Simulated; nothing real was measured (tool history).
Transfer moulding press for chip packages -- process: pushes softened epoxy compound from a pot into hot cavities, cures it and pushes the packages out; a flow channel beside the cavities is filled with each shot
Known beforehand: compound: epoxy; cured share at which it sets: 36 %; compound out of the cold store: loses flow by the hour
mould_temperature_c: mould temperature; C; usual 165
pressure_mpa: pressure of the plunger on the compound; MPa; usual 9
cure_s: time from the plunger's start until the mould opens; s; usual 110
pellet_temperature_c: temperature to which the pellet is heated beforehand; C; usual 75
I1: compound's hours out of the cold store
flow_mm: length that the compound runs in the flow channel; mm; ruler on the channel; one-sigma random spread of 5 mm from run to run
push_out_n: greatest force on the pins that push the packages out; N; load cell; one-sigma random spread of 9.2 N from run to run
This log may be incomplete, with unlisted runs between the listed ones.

{"run": 1, "hour": 0.0, "mould_temperature_c": 165, "pressure_mpa": 9, "cure_s": 110, "pellet_temperature_c": 75, "I1": 36.1, "flow_mm": 613, "push_out_n": 423}
{"hour": 5.8, "done": "cavities cleaned with cleaning compound and waxed"}
{"hour": 14.2, "done": "plunger's sealing rings changed"}
{"run": 2, "hour": 38.2, "mould_temperature_c": 165, "pressure_mpa": 9, "cure_s": 110, "pellet_temperature_c": 68, "I1": 14.0, "flow_mm": 670, "push_out_n": 427}
{"hour": 41.7, "done": "cavities cleaned with cleaning compound and waxed"}
{"run": 3, "hour": 71.6, "mould_temperature_c": 165, "pressure_mpa": 9, "cure_s": 110, "pellet_temperature_c": 68, "I1": 24.9, "flow_mm": 651, "push_out_n": 428}
{"hour": 75.4, "done": "cavities cleaned with cleaning compound and waxed"}
{"run": 4, "hour": 93.2, "mould_temperature_c": 165, "pressure_mpa": 9, "cure_s": 110, "pellet_temperature_c": 68, "I1": 24.1, "flow_mm": 653, "push_out_n": 428}
{"hour": 110.8, "done": "cavities cleaned with cleaning compound and waxed"}
{"hour": 133.6, "done": "mould's thermocouples calibrated"}
{"run": 5, "hour": 134.3, "mould_temperature_c": 165, "pressure_mpa": 9, "cure_s": 102, "pellet_temperature_c": 75, "I1": 42.3, "flow_mm": 613, "push_out_n": 466}
{"hour": 147.0, "done": "cavities cleaned with cleaning compound and waxed"}
{"run": 6, "hour": 159.9, "mould_temperature_c": 165, "pressure_mpa": 9, "cure_s": 110, "pellet_temperature_c": 75, "I1": 42.9, "flow_mm": 607, "push_out_n": 416}
{"run": 7, "hour": 177.3, "mould_temperature_c": 165, "pressure_mpa": 9, "cure_s": 110, "pellet_temperature_c": 75, "I1": 10.6, "flow_mm": 687, "push_out_n": 427}
{"hour": 181.0, "done": "cavities cleaned with cleaning compound and waxed"}
{"run": 8, "hour": 196.1, "mould_temperature_c": 165, "pressure_mpa": 9, "cure_s": 110, "pellet_temperature_c": 75, "I1": 42.7, "flow_mm": 608, "push_out_n": 395}
{"hour": 215.9, "done": "cavities cleaned with cleaning compound and waxed"}
{"run": 9, "hour": 225.2, "mould_temperature_c": 165, "pressure_mpa": 9, "cure_s": 101, "pellet_temperature_c": 75, "I1": 14.4, "flow_mm": 674, "push_out_n": 479}
{"hour": 250.3, "done": "cavities cleaned with cleaning compound and waxed"}
{"run": 10, "hour": 252.5, "mould_temperature_c": 165, "pressure_mpa": 9, "cure_s": 101, "pellet_temperature_c": 75, "I1": 31.7, "flow_mm": 639, "push_out_n": 443}
{"hour": 283.9, "done": "cavities cleaned with cleaning compound and waxed"}
{"run": 11, "hour": 289.4, "mould_temperature_c": 165, "pressure_mpa": 9, "cure_s": 101, "pellet_temperature_c": 75, "I1": 33.3, "flow_mm": 628, "push_out_n": 457}
{"hour": 319.7, "done": "cavities cleaned with cleaning compound and waxed"}
{"run": 12, "hour": 321.3, "mould_temperature_c": 165, "pressure_mpa": 9, "cure_s": 101, "pellet_temperature_c": 75, "I1": 43.7, "flow_mm": 609, "push_out_n": 464}
{"run": 13, "hour": 345.4, "mould_temperature_c": 165, "pressure_mpa": 9, "cure_s": 101, "pellet_temperature_c": 75, "I1": 25.1, "flow_mm": 650, "push_out_n": 461}
{"hour": 353.0, "done": "cavities cleaned with cleaning compound and waxed"}
{"run": 14, "hour": 366.8, "mould_temperature_c": 165, "pressure_mpa": 9, "cure_s": 101, "pellet_temperature_c": 75, "I1": 18.3, "flow_mm": 657, "push_out_n": 476}
{"run": 15, "hour": 383.2, "mould_temperature_c": 168, "pressure_mpa": 9, "cure_s": 111, "pellet_temperature_c": 75, "I1": 35.3, "flow_mm": 617, "push_out_n": 394}

Predict the results of run 16:
{"hour": 387.3, "done": "cavities cleaned with cleaning compound and waxed"}
{"run": 16, "hour": 416.5, "mould_temperature_c": 165, "pressure_mpa": 9, "cure_s": 110, "pellet_temperature_c": 81, "I1": 24.6, "flow_mm": "?", "push_out_n": "?"}

flow_mm: 647 mm
push_out_n: 413 N
With no hidden state in the tool, this same run would have given flow_mm 648 mm, push_out_n 409 N.
